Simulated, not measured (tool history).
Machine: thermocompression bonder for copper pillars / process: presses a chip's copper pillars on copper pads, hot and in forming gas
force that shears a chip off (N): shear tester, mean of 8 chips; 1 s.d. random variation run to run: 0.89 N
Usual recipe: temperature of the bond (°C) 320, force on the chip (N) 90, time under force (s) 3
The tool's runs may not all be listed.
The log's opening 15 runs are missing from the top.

run,hour,temperature of the bond (°C),force on the chip (N),time under force (s),hours of work since the heater was calibrated,hours of work since the force cell was calibrated,hours of work since the gas filter was changed,force that shears a chip off (N)
16,90.7,320,90,3,105,403,135,86.8
17,95.4,318,90,3,109,407,138,84.2
18,104.7,303,90,3,116,414,146,78.4
19,112.0,326,93,5,122,420,151,101.7
20,116.2,320,84,2,125,423,155,70.9
21,123.9,320,84,2,131,429,161,71.8
22,129.2,320,61,5,135,433,165,71.9
23,135.1,320,61,5,140,437,169,71.8
# hour 137.6: forming gas filter changed
24,139.7,320,90,5,143,441,2,103.9
25,146.2,325,90,3,148,446,7,96.8
26,151.3,314,55,3,152,450,11,57.2
27,158.2,314,55,3,157,455,16,56.9
28,166.9,314,55,3,164,462,23,56.9
29,173.6,342,67,3,169,467,28,83.3
30,182.7,342,67,3,176,474,35,83.6
31,192.2,342,67,3,184,481,42,84.5
32,201.5,304,65,3,191,489,50,62.3

5 ways to go on from here, each from the tool as it stands after run 32. What would each give?
A,206.1,304,117,3,194,492,53,?
B,206.1,304,68,6,194,492,53,?
C,206.1,348,65,5,194,492,53,?
D,206.1,304,65,6,194,492,53,?
E,206.1,320,79,3,194,492,53,?

run,force that shears a chip off (N)
A,101.4
B,79.7
C,95.9
D,77.8
E,85.2
Without the tool's unlogged condition, the same runs would have read:
run,force that shears a chip off (N)
A,100.8
B,78.1
C,95.0
D,76.1
E,83.6
